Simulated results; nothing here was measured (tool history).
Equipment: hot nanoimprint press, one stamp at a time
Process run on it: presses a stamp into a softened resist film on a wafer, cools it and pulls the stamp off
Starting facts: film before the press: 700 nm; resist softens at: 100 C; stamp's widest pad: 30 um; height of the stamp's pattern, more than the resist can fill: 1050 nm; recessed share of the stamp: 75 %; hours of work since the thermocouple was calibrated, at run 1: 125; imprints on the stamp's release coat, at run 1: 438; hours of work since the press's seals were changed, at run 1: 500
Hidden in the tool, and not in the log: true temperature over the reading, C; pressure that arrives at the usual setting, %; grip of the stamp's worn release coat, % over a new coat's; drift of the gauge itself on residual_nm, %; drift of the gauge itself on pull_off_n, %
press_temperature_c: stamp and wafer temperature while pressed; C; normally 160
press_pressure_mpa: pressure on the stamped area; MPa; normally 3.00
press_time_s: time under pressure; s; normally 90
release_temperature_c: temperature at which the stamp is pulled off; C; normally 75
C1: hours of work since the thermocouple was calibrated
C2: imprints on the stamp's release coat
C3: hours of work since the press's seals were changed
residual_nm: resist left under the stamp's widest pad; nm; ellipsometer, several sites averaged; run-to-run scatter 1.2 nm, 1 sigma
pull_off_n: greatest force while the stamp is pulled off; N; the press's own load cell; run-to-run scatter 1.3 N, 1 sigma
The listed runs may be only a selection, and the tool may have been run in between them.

Run 1, day 0.000: usual settings; C1 125; C2 438; C3 500. Result: residual_nm 402.3 nm, pull_off_n 150 N.
Run 2, day 0.825: usual settings; C1 140; C2 490; C3 515. Result: residual_nm 403.5 nm, pull_off_n 151 N.
At day 1.383: stamp cleaned and given a new release coat.
Run 3, day 1.625: usual settings; C1 150; C2 15; C3 525. Result: residual_nm 402.8 nm, pull_off_n 133 N.
Run 4, day 2.308: usual settings; C1 162; C2 58; C3 537. Result: residual_nm 405.8 nm, pull_off_n 136 N.
Run 5, day 2.858: usual settings; C1 172; C2 93; C3 547. Result: residual_nm 403.6 nm, pull_off_n 136 N.
Run 6, day 3.462: usual settings; C1 183; C2 132; C3 558. Result: residual_nm 404.4 nm, pull_off_n 139 N.
Run 7, day 4.458: usual settings; C1 201; C2 195; C3 576. Result: residual_nm 405.0 nm, pull_off_n 140 N.
Run 8, day 5.004: usual settings; C1 211; C2 230; C3 586. Result: residual_nm 401.2 nm, pull_off_n 140 N.
Run 9, day 5.762: usual settings; C1 225; C2 278; C3 600. Result: residual_nm 400.9 nm, pull_off_n 142 N.
Run 10, day 6.538: usual settings; C1 239; C2 327; C3 614. Result: residual_nm 400.9 nm, pull_off_n 146 N.
Run 11, day 7.571: usual settings; C1 258; C2 393; C3 632. Result: residual_nm 397.7 nm, pull_off_n 147 N.
Run 12, day 8.525: usual settings; C1 275; C2 454; C3 650. Result: residual_nm 400.9 nm, pull_off_n 149 N.
At day 9.742: stamp cleaned and given a new release coat.
Run 13, day 9.850: usual settings; C1 295; C2 7; C3 669. Result: residual_nm 401.6 nm, pull_off_n 136 N.
At day 10.538: plate thermocouple calibrated.
Run 14, day 11.025: usual settings but press_temperature_c 151 C; C1 9; C2 74; C3 688. Result: residual_nm 550.9 nm, pull_off_n 132 N.
Run 15, day 11.979: usual settings but press_temperature_c 151 C, release_temperature_c 68 C; C1 26; C2 135; C3 706. Result: residual_nm 550.7 nm, pull_off_n 154 N.
Run 16, day 12.650: usual settings but press_temperature_c 151 C, release_temperature_c 68 C; C1 38; C2 177; C3 718. Result: residual_nm 552.7 nm, pull_off_n 162 N.
At day 13.288: plate thermocouple calibrated, once more.
Run 17, day 13.542: usual settings but press_pressure_mpa 4.24 MPa, release_temperature_c 73 C; C1 5; C2 226; C3 732. Result: residual_nm 361.6 nm, pull_off_n 152 N.
Run 18, day 14.367: usual settings but press_pressure_mpa 4.24 MPa, press_time_s 118 s, release_temperature_c 72 C; C1 20; C2 278; C3 747. Result: residual_nm 327.6 nm, pull_off_n 156 N.
Run 19, day 15.196: usual settings but press_pressure_mpa 4.24 MPa, press_time_s 57 s, release_temperature_c 66 C; C1 35; C2 331; C3 762. Result: residual_nm 411.6 nm, pull_off_n 175 N.
Run 20, day 15.833: usual settings but press_pressure_mpa 4.38 MPa, press_time_s 91 s, release_temperature_c 65 C; C1 46; C2 371; C3 773. Result: residual_nm 352.5 nm, pull_off_n 184 N.
Run 21, day 16.912: usual settings but press_pressure_mpa 2.49 MPa, press_time_s 93 s, release_temperature_c 73 C; C1 66; C2 440; C3 793. Result: residual_nm 446.1 nm, pull_off_n 155 N.
Run 22, day 17.629: usual settings but press_temperature_c 156 C, press_pressure_mpa 2.49 MPa, press_time_s 109 s; C1 79; C2 486; C3 806. Result: residual_nm 498.6 nm, pull_off_n 153 N.
At day 18.304: stamp cleaned and given a new release coat.
Run 23, day 18.388: usual settings but press_temperature_c 156 C, press_pressure_mpa 2.49 MPa, press_time_s 109 s; C1 88; C2 5; C3 815. Result: residual_nm 495.9 nm, pull_off_n 139 N.

Run 24, settings as shown, results not yet in. Your forecast:
Run 24, day 19.421: usual settings but press_temperature_c 156 C, press_pressure_mpa 2.49 MPa, press_time_s 109 s; C1 107; C2 71; C3 834. Result: residual_nm ?, pull_off_n ?.

residual_nm: 494.6 nm
pull_off_n: 137 N
Take away the tool's hidden state, keep the run-to-run variation as it was, and the same run would have given residual_nm 484.1 nm, pull_off_n 135 N.
